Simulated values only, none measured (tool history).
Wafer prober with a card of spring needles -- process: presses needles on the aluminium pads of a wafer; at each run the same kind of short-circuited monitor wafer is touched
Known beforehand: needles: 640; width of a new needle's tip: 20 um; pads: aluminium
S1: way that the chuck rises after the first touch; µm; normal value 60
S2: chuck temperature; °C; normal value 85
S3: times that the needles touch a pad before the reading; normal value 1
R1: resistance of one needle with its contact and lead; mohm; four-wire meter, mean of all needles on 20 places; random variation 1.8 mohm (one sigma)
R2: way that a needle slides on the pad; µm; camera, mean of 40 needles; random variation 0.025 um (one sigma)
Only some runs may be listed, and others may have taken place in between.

{"run": 1, "hour": 0.0, "S1": 60, "S2": 85, "S3": 1, "R1": 188, "R2": 10.41}
{"hour": 29.2, "done": "tips cleaned on abrasive film"}
{"run": 2, "hour": 40.8, "S1": 60, "S2": 85, "S3": 1, "R1": 189, "R2": 10.44}
{"hour": 58.0, "done": "tips cleaned on abrasive film"}
{"hour": 83.9, "done": "tips cleaned on abrasive film"}
{"run": 3, "hour": 87.7, "S1": 60, "S2": 85, "S3": 2, "R1": 193, "R2": 10.45}
{"hour": 112.1, "done": "tips cleaned on abrasive film"}
{"hour": 141.5, "done": "tips cleaned on abrasive film"}
{"hour": 172.0, "done": "tips cleaned on abrasive film"}
{"run": 4, "hour": 177.8, "S1": 60, "S2": 85, "S3": 2, "R1": 189, "R2": 10.44}
{"hour": 200.9, "done": "tips cleaned on abrasive film"}
{"hour": 207.3, "done": "height of the first contact set anew"}
{"run": 5, "hour": 218.9, "S1": 60, "S2": 85, "S3": 2, "R1": 192, "R2": 10.44}
{"hour": 230.0, "done": "tips cleaned on abrasive film"}
{"hour": 259.8, "done": "tips cleaned on abrasive film"}
{"hour": 288.8, "done": "tips cleaned on abrasive film"}
{"run": 6, "hour": 291.3, "S1": 60, "S2": 85, "S3": 2, "R1": 190, "R2": 10.44}
{"hour": 317.8, "done": "tips cleaned on abrasive film"}
{"hour": 346.8, "done": "tips cleaned on abrasive film"}
{"hour": 376.2, "done": "tips cleaned on abrasive film"}
{"run": 7, "hour": 379.5, "S1": 60, "S2": 97, "S3": 2, "R1": 191, "R2": 10.48}
{"hour": 406.9, "done": "tips cleaned on abrasive film"}
{"hour": 435.8, "done": "tips cleaned on abrasive film"}
{"hour": 464.8, "done": "tips cleaned on abrasive film"}
{"run": 8, "hour": 465.3, "S1": 60, "S2": 85, "S3": 1, "R1": 186, "R2": 10.41}
{"hour": 491.7, "done": "tips cleaned on abrasive film"}
{"hour": 518.3, "done": "tips cleaned on abrasive film"}
{"hour": 544.4, "done": "tips cleaned on abrasive film"}
{"run": 9, "hour": 544.4, "S1": 60, "S2": 85, "S3": 1, "R1": 190, "R2": 10.49}
{"hour": 570.7, "done": "tips cleaned on abrasive film"}
{"hour": 601.8, "done": "tips cleaned on abrasive film"}
{"hour": 629.5, "done": "tips cleaned on abrasive film"}
{"run": 10, "hour": 640.8, "S1": 60, "S2": 85, "S3": 1, "R1": 189, "R2": 10.47}
{"hour": 656.4, "done": "tips cleaned on abrasive film"}
{"hour": 685.4, "done": "tips cleaned on abrasive film"}
{"run": 11, "hour": 702.6, "S1": 60, "S2": 85, "S3": 1, "R1": 188, "R2": 10.44}
{"hour": 714.3, "done": "tips cleaned on abrasive film"}
{"hour": 740.1, "done": "tips cleaned on abrasive film"}
{"hour": 751.9, "done": "height of the first contact set anew"}
{"run": 12, "hour": 760.3, "S1": 60, "S2": 85, "S3": 1, "R1": 188, "R2": 10.43}
{"hour": 770.8, "done": "tips cleaned on abrasive film"}
{"hour": 797.6, "done": "tips cleaned on abrasive film"}
{"hour": 822.5, "done": "tips cleaned on abrasive film"}
{"run": 13, "hour": 825.2, "S1": 60, "S2": 85, "S3": 1, "R1": 190, "R2": 10.43}
{"hour": 852.1, "done": "tips cleaned on abrasive film"}
{"hour": 880.0, "done": "tips cleaned on abrasive film"}
{"run": 14, "hour": 895.4, "S1": 60, "S2": 85, "S3": 1, "R1": 189, "R2": 10.49}
{"hour": 907.9, "done": "tips cleaned on abrasive film"}
{"hour": 936.9, "done": "tips cleaned on abrasive film"}
{"hour": 966.3, "done": "tips cleaned on abrasive film"}
{"run": 15, "hour": 966.3, "S1": 41, "S2": 85, "S3": 1, "R1": 194, "R2": 7.11}
{"hour": 996.9, "done": "tips cleaned on abrasive film"}
{"hour": 1027.1, "done": "tips cleaned on abrasive film"}
{"run": 16, "hour": 1033.7, "S1": 60, "S2": 56, "S3": 1, "R1": 185, "R2": 10.41}
{"hour": 1052.3, "done": "tips cleaned on abrasive film"}
{"hour": 1082.4, "done": "tips cleaned on abrasive film"}
{"run": 17, "hour": 1090.6, "S1": 56, "S2": 85, "S3": 1, "R1": 188, "R2": 9.73}
{"hour": 1113.0, "done": "tips cleaned on abrasive film"}
{"hour": 1140.0, "done": "tips cleaned on abrasive film"}
{"run": 18, "hour": 1162.4, "S1": 49, "S2": 44, "S3": 2, "R1": 184, "R2": 8.52}
{"hour": 1168.7, "done": "tips cleaned on abrasive film"}
{"hour": 1198.0, "done": "tips cleaned on abrasive film"}
{"hour": 1226.7, "done": "tips cleaned on abrasive film"}
{"run": 19, "hour": 1235.7, "S1": 52, "S2": 34, "S3": 1, "R1": 186, "R2": 9.05}

Run 20 has not been measured yet. What should we expect?
{"hour": 1254.4, "done": "tips cleaned on abrasive film"}
{"hour": 1283.6, "done": "tips cleaned on abrasive film"}
{"hour": 1301.9, "done": "height of the first contact set anew"}
{"hour": 1309.4, "done": "tips cleaned on abrasive film"}
{"run": 20, "hour": 1309.4, "S1": 52, "S2": 34, "S3": 2, "R1": "?", "R2": "?"}

{"run 20": {"R1": 180, "R2": 9.05}}
The same run, on a tool lacking any hidden state, would have yielded R1 180 mohm, R2 9.05 µm.
